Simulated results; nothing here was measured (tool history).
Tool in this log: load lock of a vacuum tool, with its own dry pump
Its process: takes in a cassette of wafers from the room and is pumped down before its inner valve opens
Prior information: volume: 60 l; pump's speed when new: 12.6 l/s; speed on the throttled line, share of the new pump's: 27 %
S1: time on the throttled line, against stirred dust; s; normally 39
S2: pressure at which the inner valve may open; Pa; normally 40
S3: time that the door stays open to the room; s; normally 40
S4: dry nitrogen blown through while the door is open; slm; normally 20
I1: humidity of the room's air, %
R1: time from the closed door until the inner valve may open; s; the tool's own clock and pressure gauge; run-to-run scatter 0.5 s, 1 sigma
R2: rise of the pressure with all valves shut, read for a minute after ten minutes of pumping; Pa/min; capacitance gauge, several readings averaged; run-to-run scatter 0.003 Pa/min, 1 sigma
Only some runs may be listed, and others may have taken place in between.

Run 1, hour 0: usual settings; I1 43. Result: R1 71.4 s, R2 0.539 Pa/min.
Run 2, hour 567.2: usual settings but S2 69 Pa; I1 47.1. Result: R1 68.6 s, R2 0.575 Pa/min.
Run 3, hour 1144: usual settings but S1 29 s; I1 47.3. Result: R1 66 s, R2 0.627 Pa/min.
At hour 1417.2: door's seal changed, seat wiped.
Run 4, hour 1493.3: usual settings but S1 29 s; I1 45.4. Result: R1 65.2 s, R2 0.028 Pa/min.
Run 5, hour 1776.5: usual settings but S1 29 s; I1 44.5. Result: R1 65 s, R2 0.033 Pa/min.
At hour 1861.1: dry pump taken out, an overhauled one fitted.
Run 6, hour 2254.7: usual settings but S1 29 s; I1 42.9. Result: R1 58.8 s, R2 0.034 Pa/min.
Run 7, hour 2863.2: usual settings but S1 29 s; I1 43.2. Result: R1 59.4 s, R2 0.047 Pa/min.
Run 8, hour 3196.8: usual settings but S2 69 Pa; I1 43. Result: R1 64.2 s, R2 0.049 Pa/min.
Run 9, hour 3596.5: usual settings but S2 69 Pa; I1 48.9. Result: R1 63.5 s, R2 0.062 Pa/min.
Run 10, hour 4200.7: usual settings but S2 69 Pa; I1 44. Result: R1 63.6 s, R2 0.071 Pa/min.
Run 11, hour 4632.6: usual settings but S1 70 s, S2 78 Pa, S3 158 s, S4 24 slm; I1 45.9. Result: R1 86.3 s, R2 0.102 Pa/min.
Run 12, hour 4989.5: usual settings but S1 23 s, S2 48 Pa, S3 184 s, S4 11 slm; I1 50.1. Result: R1 54.6 s, R2 0.141 Pa/min.
Run 13, hour 5306.2: usual settings but S1 23 s, S2 48 Pa, S3 184 s, S4 11 slm; I1 44.7. Result: R1 55.7 s, R2 0.139 Pa/min.
Run 14, hour 5646.6: usual settings but S1 23 s, S2 47 Pa, S3 184 s, S4 11 slm; I1 45.5. Result: R1 55.1 s, R2 0.153 Pa/min.
Run 15, hour 6179.3: usual settings but S1 23 s, S2 47 Pa, S3 184 s, S4 11 slm; I1 44.4. Result: R1 56 s, R2 0.175 Pa/min.
Run 16, hour 6815.6: usual settings; I1 40.4. Result: R1 68.5 s, R2 0.155 Pa/min.
Run 17, hour 7266.7: usual settings but S1 21 s, S2 37 Pa, S3 225 s; I1 45.6. Result: R1 56.4 s, R2 0.203 Pa/min.
Run 18, hour 7529.5: usual settings but S1 21 s, S2 37 Pa, S3 225 s; I1 45.6. Result: R1 57 s, R2 0.206 Pa/min.

Hidden state or all else? Some run-to-run changes of R1, split into what the settings, what came in and random variation would give without the hidden state, and what is left for the hidden state (with any gauge scatter that isn't in both results):
The tool's hidden condition here consists of: pump's speed, % of a new pump's; leak at the door's seal, Pa l/s; drift of the gauge itself on ready_s, %; drift of the gauge itself on rise_pa_min, %.
Run 5 -> 6: dry pump taken out, an overhauled one fitted. R1 -6.2 s: hidden state -6.9, all else +0.7.
Run 11 -> 12: S1 70 -> 23, S2 78 -> 48, S3 158 -> 184, S4 24 -> 11. R1 -31.7 s: hidden state +1.1, all else -32.8.

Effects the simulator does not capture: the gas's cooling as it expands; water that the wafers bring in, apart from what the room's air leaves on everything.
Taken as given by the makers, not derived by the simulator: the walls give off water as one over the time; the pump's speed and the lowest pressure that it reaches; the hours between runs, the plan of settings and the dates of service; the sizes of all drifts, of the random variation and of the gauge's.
